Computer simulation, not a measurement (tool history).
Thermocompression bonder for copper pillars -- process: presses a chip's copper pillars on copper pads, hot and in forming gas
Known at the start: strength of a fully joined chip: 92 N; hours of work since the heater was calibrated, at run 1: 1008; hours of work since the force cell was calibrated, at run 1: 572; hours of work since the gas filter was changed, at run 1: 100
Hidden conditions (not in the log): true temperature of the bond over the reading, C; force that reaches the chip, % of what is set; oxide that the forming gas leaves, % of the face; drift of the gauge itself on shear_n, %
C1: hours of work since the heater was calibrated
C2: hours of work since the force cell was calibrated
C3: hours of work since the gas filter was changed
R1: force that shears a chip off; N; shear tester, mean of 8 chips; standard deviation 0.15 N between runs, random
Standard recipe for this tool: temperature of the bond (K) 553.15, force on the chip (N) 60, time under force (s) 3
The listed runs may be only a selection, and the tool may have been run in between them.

run 1 hour=0 | temperature_of_the_bond_(K)=553.15 force_on_the_chip_(N)=60 time_under_force_(s)=3 | C1=1008 C2=572 C3=100 | R1=53.8
run 2 hour=48.9 | temperature_of_the_bond_(K)=553.15 force_on_the_chip_(N)=60 time_under_force_(s)=3 | C1=1046 C2=609 C3=138 | R1=53.3
run 3 hour=99.6 | temperature_of_the_bond_(K)=553.15 force_on_the_chip_(N)=60 time_under_force_(s)=3 | C1=1085 C2=648 C3=177 | R1=53.1
run 4 hour=150.2 | temperature_of_the_bond_(K)=553.15 force_on_the_chip_(N)=60 time_under_force_(s)=3 | C1=1124 C2=687 C3=216 | R1=52.8
run 5 hour=206.1 | temperature_of_the_bond_(K)=553.15 force_on_the_chip_(N)=44 time_under_force_(s)=3 | C1=1167 C2=731 C3=259 | R1=45.3
-- hour=243.3 heater calibrated with a thermocouple chip
-- hour=243.8 forming gas filter changed
run 6 hour=244.8 | temperature_of_the_bond_(K)=553.15 force_on_the_chip_(N)=44 time_under_force_(s)=3 | C1=1 C2=758 C3=1 | R1=43.7
run 7 hour=287.8 | temperature_of_the_bond_(K)=553.15 force_on_the_chip_(N)=44 time_under_force_(s)=3 | C1=34 C2=792 C3=34 | R1=43.8
run 8 hour=330.4 | temperature_of_the_bond_(K)=553.15 force_on_the_chip_(N)=44 time_under_force_(s)=3 | C1=67 C2=825 C3=67 | R1=43.6
run 9 hour=385.7 | temperature_of_the_bond_(K)=553.15 force_on_the_chip_(N)=60 time_under_force_(s)=3 | C1=109 C2=867 C3=109 | R1=50.5
run 10 hour=431.7 | temperature_of_the_bond_(K)=548.15 force_on_the_chip_(N)=60 time_under_force_(s)=3 | C1=145 C2=903 C3=145 | R1=48.1
run 11 hour=461.1 | temperature_of_the_bond_(K)=553.15 force_on_the_chip_(N)=37 time_under_force_(s)=3 | C1=168 C2=925 C3=168 | R1=39
run 12 hour=512.4 | temperature_of_the_bond_(K)=551.15 force_on_the_chip_(N)=60 time_under_force_(s)=3 | C1=207 C2=965 C3=207 | R1=48.9
run 13 hour=571.6 | temperature_of_the_bond_(K)=553.15 force_on_the_chip_(N)=60 time_under_force_(s)=3 | C1=253 C2=1011 C3=253 | R1=49.6
run 14 hour=597.6 | temperature_of_the_bond_(K)=553.15 force_on_the_chip_(N)=60 time_under_force_(s)=2 | C1=273 C2=1031 C3=273 | R1=43.1
-- hour=617.5 forming gas filter changed
run 15 hour=648.3 | temperature_of_the_bond_(K)=553.15 force_on_the_chip_(N)=60 time_under_force_(s)=2 | C1=312 C2=1069 C3=24 | R1=45.2
run 16 hour=687.6 | temperature_of_the_bond_(K)=553.15 force_on_the_chip_(N)=60 time_under_force_(s)=3 | C1=342 C2=1100 C3=54 | R1=51.5
run 17 hour=729.2 | temperature_of_the_bond_(K)=553.15 force_on_the_chip_(N)=60 time_under_force_(s)=3 | C1=374 C2=1132 C3=86 | R1=51.3
run 18 hour=776 | temperature_of_the_bond_(K)=553.15 force_on_the_chip_(N)=60 time_under_force_(s)=3 | C1=410 C2=1168 C3=122 | R1=51
run 19 hour=807.2 | temperature_of_the_bond_(K)=553.15 force_on_the_chip_(N)=60 time_under_force_(s)=3 | C1=434 C2=1192 C3=146 | R1=50.9
run 20 hour=838.6 | temperature_of_the_bond_(K)=553.15 force_on_the_chip_(N)=60 time_under_force_(s)=3 | C1=459 C2=1216 C3=171 | R1=50.5
run 21 hour=868.5 | temperature_of_the_bond_(K)=561.15 force_on_the_chip_(N)=60 time_under_force_(s)=2 | C1=482 C2=1239 C3=194 | R1=47.5
run 22 hour=918.4 | temperature_of_the_bond_(K)=561.15 force_on_the_chip_(N)=60 time_under_force_(s)=2 | C1=520 C2=1278 C3=232 | R1=47.6
run 23 hour=953.9 | temperature_of_the_bond_(K)=557.15 force_on_the_chip_(N)=84 time_under_force_(s)=8 | C1=548 C2=1305 C3=260 | R1=73.9
-- hour=990.1 forming gas filter changed
run 24 hour=1013.9 | temperature_of_the_bond_(K)=557.15 force_on_the_chip_(N)=84 time_under_force_(s)=8 | C1=593 C2=1351 C3=18 | R1=77
run 25 hour=1064.2 | temperature_of_the_bond_(K)=529.15 force_on_the_chip_(N)=73 time_under_force_(s)=8 | C1=632 C2=1390 C3=57 | R1=61.7
run 26 hour=1107.6 | temperature_of_the_bond_(K)=529.15 force_on_the_chip_(N)=73 time_under_force_(s)=8 | C1=666 C2=1423 C3=91 | R1=61.6
run 27 hour=1138.2 | temperature_of_the_bond_(K)=553.15 force_on_the_chip_(N)=71 time_under_force_(s)=3 | C1=689 C2=1447 C3=114 | R1=55.7
run 28 hour=1181 | temperature_of_the_bond_(K)=534.15 force_on_the_chip_(N)=57 time_under_force_(s)=3 | C1=722 C2=1480 C3=147 | R1=41.9
run 29 hour=1221 | temperature_of_the_bond_(K)=560.15 force_on_the_chip_(N)=73 time_under_force_(s)=4 | C1=753 C2=1511 C3=178 | R1=63.6
run 30 hour=1273.6 | temperature_of_the_bond_(K)=560.15 force_on_the_chip_(N)=73 time_under_force_(s)=4 | C1=794 C2=1552 C3=219 | R1=63
run 31 hour=1326.7 | temperature_of_the_bond_(K)=534.15 force_on_the_chip_(N)=73 time_under_force_(s)=3 | C1=835 C2=1593 C3=260 | R1=46.9
run 32 hour=1360.8 | temperature_of_the_bond_(K)=525.15 force_on_the_chip_(N)=64 time_under_force_(s)=6 | C1=861 C2=1619 C3=286 | R1=50.3
-- hour=1365.4 forming gas filter changed
run 33 hour=1418.8 | temperature_of_the_bond_(K)=525.15 force_on_the_chip_(N)=64 time_under_force_(s)=6 | C1=905 C2=1663 C3=41 | R1=52.7
-- hour=1429.4 force cell calibrated
run 34 hour=1466.2 | temperature_of_the_bond_(K)=559.15 force_on_the_chip_(N)=38 time_under_force_(s)=3 | C1=941 C2=28 C3=77 | R1=45.8
run 35 hour=1510 | temperature_of_the_bond_(K)=559.15 force_on_the_chip_(N)=38 time_under_force_(s)=3 | C1=975 C2=62 C3=110 | R1=45.8
run 36 hour=1565.6 | temperature_of_the_bond_(K)=544.15 force_on_the_chip_(N)=38 time_under_force_(s)=6 | C1=1018 C2=105 C3=153 | R1=49.8
run 37 hour=1619.3 | temperature_of_the_bond_(K)=527.15 force_on_the_chip_(N)=59 time_under_force_(s)=9 | C1=1059 C2=146 C3=195 | R1=59.1
run 38 hour=1649.3 | temperature_of_the_bond_(K)=527.15 force_on_the_chip_(N)=59 time_under_force_(s)=9 | C1=1082 C2=170 C3=218 | R1=58.6

Here are 4 independent what-if runs from the current tool condition. What would each one return?
run A hour=1697.6 | temperature_of_the_bond_(K)=553.15 force_on_the_chip_(N)=60 time_under_force_(s)=3 | C1=1119 C2=207 C3=255 | R1=?
run B hour=1697.6 | temperature_of_the_bond_(K)=553.15 force_on_the_chip_(N)=60 time_under_force_(s)=3 | C1=1119 C2=207 C3=255 | R1=?
run C hour=1697.6 | temperature_of_the_bond_(K)=547.15 force_on_the_chip_(N)=39 time_under_force_(s)=2 | C1=1119 C2=207 C3=255 | R1=?
run D hour=1697.6 | temperature_of_the_bond_(K)=539.15 force_on_the_chip_(N)=77 time_under_force_(s)=9 | C1=1119 C2=207 C3=255 | R1=?

run=A R1=52.9
run=B R1=53.1
run=C R1=34.9
run=D R1=69.7
With no hidden state in the tool, these same runs would have given:
run=A R1=52.1
run=B R1=52.3
run=C R1=33.8
run=D R1=69.8
